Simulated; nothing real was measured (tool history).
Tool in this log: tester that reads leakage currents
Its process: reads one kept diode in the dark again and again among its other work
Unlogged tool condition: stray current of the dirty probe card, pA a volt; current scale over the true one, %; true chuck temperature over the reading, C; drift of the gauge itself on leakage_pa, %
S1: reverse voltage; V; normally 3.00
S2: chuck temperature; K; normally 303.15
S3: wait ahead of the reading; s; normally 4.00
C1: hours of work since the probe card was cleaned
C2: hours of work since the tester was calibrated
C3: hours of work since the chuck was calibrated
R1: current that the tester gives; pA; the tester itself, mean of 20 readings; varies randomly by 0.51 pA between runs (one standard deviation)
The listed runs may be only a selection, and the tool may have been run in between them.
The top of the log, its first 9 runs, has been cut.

run     day     S1      S2    S3    C1    C2    C3       R1
 10  28.758   3.00  298.15  0.66  2880  2559   520   117.14
 11  31.146  11.85  303.15  4.00  2918  2596   558   321.41
 12  35.562  11.85  303.15  4.00  2988  2667   628   321.38
 13  38.779  11.85  303.15  4.00  3039  2718   679   320.48
 14  40.929  10.15  303.15  4.00  3073  2752   713   297.69
 15  45.017  10.15  303.15  4.00  3138  2817   778   297.37
 16  47.438  10.15  303.15  4.00  3176  2855   817   298.77
 17  51.796  10.15  303.15  4.00  3245  2924   886   298.75
 18  53.729   3.00  303.15  4.00  3276  2955   916   167.96
 19  57.917   3.00  331.15  4.00  3343  3021   983  1110.41
     59.446  -- probe card cleaned and baked
 20  60.783   3.00  303.15  4.00    21  3065  1026   169.07
 21  64.675   3.00  303.15  4.00    83  3127  1088   168.05
 22  68.804  17.64  302.15  0.38   149  3192  1154   368.04
 23  72.304  17.64  302.15  0.38   204  3248  1209   369.69
 24  76.367  12.62  303.15  1.00   269  3312  1274   332.07
 25  78.725   3.00  330.15  1.09   306  3350  1311  1047.99
 26  82.454   2.89  330.15  1.96   365  3409  1370  1020.76

Run 27 has not been measured yet. What should we expect?
     83.488  -- chuck's temperature calibrated
 27  86.458  3.00  298.15  9.71  427  3471  47   ?

R1: 115.67 pA
Without the tool's hidden state the same run would have given R1 115.61 pA.

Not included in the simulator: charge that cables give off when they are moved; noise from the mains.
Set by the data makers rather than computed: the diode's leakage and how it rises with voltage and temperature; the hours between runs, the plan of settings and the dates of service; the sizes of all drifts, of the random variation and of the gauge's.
